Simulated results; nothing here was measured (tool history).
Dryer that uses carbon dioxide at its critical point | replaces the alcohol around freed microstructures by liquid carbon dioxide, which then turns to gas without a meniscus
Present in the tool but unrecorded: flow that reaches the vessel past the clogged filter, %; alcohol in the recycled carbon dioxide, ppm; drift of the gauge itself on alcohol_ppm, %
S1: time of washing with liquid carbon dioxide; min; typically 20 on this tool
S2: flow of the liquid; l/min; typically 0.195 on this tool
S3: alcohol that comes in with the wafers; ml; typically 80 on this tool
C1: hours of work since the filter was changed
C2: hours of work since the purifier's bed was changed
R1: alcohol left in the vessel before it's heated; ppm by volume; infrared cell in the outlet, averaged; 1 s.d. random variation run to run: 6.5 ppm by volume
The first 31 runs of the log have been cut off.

run    hour  S1     S2   S3   C1   C2    R1
 32  1045.7  16  0.195   51  281  263  1389
     1062.6  -- inlet filter changed
 33  1087.1  20  0.178   80   17  291   569
 34  1120.6  20  0.256  103   40  314   129
 35  1161.6  20   0.12   80   68  343  3556
 36  1197.7  23  0.221   80   93  368   146
 37  1244.5  23  0.221   33  126  400   109
 38    1288  23  0.221   33  156  430   122
 39  1335.8  16  0.135   72  189  463  6018
 40  1358.5  27  0.166   71  205  479   299
 41  1387.6  30  0.249   71  225  499   107
 42  1410.7  30  0.141   71  241  515   429

Each row is a separate what-if for the run after 42, all from the same tool condition, not one after another. Results?
  A  1435  13  0.195  27  258  532   ?
  B  1435  18  0.247  23  258  532   ?
  C  1435  22  0.195  80  258  532   ?

run    R1
  A  1602
  B   201
  C   500
Without the tool's unlogged condition, the same runs would have read:
run   R1
  A  848
  B   43
  C  148
